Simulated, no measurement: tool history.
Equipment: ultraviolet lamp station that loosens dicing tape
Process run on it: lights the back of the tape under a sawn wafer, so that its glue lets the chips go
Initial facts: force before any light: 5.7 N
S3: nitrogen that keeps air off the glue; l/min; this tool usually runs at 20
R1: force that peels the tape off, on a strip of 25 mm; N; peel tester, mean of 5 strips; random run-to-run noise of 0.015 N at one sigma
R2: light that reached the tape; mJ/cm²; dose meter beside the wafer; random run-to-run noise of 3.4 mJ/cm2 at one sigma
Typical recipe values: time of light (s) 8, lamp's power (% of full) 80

{"run": 1, "day": 0.0, "time of light (s)": 8, "lamp's power (% of full)": 80, "S3": 20, "R1": 1.218, "R2": 382}
{"run": 2, "day": 1.267, "time of light (s)": 8, "lamp's power (% of full)": 80, "S3": 20, "R1": 1.185, "R2": 381}
{"run": 3, "day": 3.446, "time of light (s)": 8, "lamp's power (% of full)": 85, "S3": 20, "R1": 1.14, "R2": 393}
{"run": 4, "day": 5.012, "time of light (s)": 8, "lamp's power (% of full)": 85, "S3": 20, "R1": 1.158, "R2": 390}
{"run": 5, "day": 7.338, "time of light (s)": 8, "lamp's power (% of full)": 85, "S3": 20, "R1": 1.203, "R2": 382}
{"run": 6, "day": 8.783, "time of light (s)": 8, "lamp's power (% of full)": 85, "S3": 20, "R1": 1.211, "R2": 379}
{"run": 7, "day": 11.196, "time of light (s)": 8, "lamp's power (% of full)": 94, "S3": 20, "R1": 1.087, "R2": 409}
{"run": 8, "day": 13.583, "time of light (s)": 8, "lamp's power (% of full)": 94, "S3": 20, "R1": 1.166, "R2": 392}
{"run": 9, "day": 15.358, "time of light (s)": 8, "lamp's power (% of full)": 94, "S3": 20, "R1": 0.926, "R2": 457}
{"run": 10, "day": 17.879, "time of light (s)": 8, "lamp's power (% of full)": 94, "S3": 20, "R1": 0.959, "R2": 445}
{"run": 11, "day": 20.267, "time of light (s)": 8, "lamp's power (% of full)": 94, "S3": 20, "R1": 1.034, "R2": 430}
{"run": 12, "day": 21.867, "time of light (s)": 8, "lamp's power (% of full)": 94, "S3": 20, "R1": 1.041, "R2": 427}
{"run": 13, "day": 23.108, "time of light (s)": 8, "lamp's power (% of full)": 94, "S3": 20, "R1": 1.057, "R2": 419}
{"run": 14, "day": 24.65, "time of light (s)": 14, "lamp's power (% of full)": 78, "S3": 20, "R1": 0.585, "R2": 604}
{"run": 15, "day": 26.683, "time of light (s)": 14, "lamp's power (% of full)": 78, "S3": 20, "R1": 0.6, "R2": 589}
{"run": 16, "day": 28.617, "time of light (s)": 8, "lamp's power (% of full)": 67, "S3": 6, "R1": 2.612, "R2": 288}
{"run": 17, "day": 30.533, "time of light (s)": 8, "lamp's power (% of full)": 67, "S3": 6, "R1": 2.636, "R2": 278}
{"run": 18, "day": 32.379, "time of light (s)": 8, "lamp's power (% of full)": 67, "S3": 16, "R1": 1.133, "R2": 428}
{"run": 19, "day": 34.742, "time of light (s)": 15, "lamp's power (% of full)": 80, "S3": 37, "R1": 0.263, "R2": 931}
{"run": 20, "day": 37.304, "time of light (s)": 8, "lamp's power (% of full)": 80, "S3": 13, "R1": 1.074, "R2": 483}
{"run": 21, "day": 39.196, "time of light (s)": 8, "lamp's power (% of full)": 69, "S3": 10, "R1": 1.568, "R2": 415}
{"run": 22, "day": 40.271, "time of light (s)": 6, "lamp's power (% of full)": 84, "S3": 38, "R1": 0.882, "R2": 373}
{"run": 23, "day": 41.567, "time of light (s)": 4, "lamp's power (% of full)": 70, "S3": 7, "R1": 3.184, "R2": 208}
{"run": 24, "day": 43.021, "time of light (s)": 12, "lamp's power (% of full)": 63, "S3": 7, "R1": 1.232, "R2": 551}
{"run": 25, "day": 44.662, "time of light (s)": 12, "lamp's power (% of full)": 63, "S3": 7, "R1": 1.26, "R2": 542}

Not shown here: 2 entries made in the log between runs. Locate each between two listed runs and compare the hidden state at the listed run before it with the hidden state at the listed run after it:
Run 8 -> run 9: window cleaned of glue's vapour (day 13.812)
  lamp's light, % of a new lamp's: 72.6 -> 71.8; light that the window lets through, % of a clean one's: 85.8 -> 99.2
  the result without the hidden state subtracted from the measured one, R1: +0.613 -> +0.390 N; R2: -239 -> -185 mJ/cm²
Run 17 -> run 18: lamp changed (day 32.138)
  lamp's light, % of a new lamp's: 65 -> 99.8; light that the window lets through, % of a clean one's: 94.5 -> 94
  the result without the hidden state subtracted from the measured one, R1: +0.955 -> +0.100 N; R2: -176 -> -28 mJ/cm²
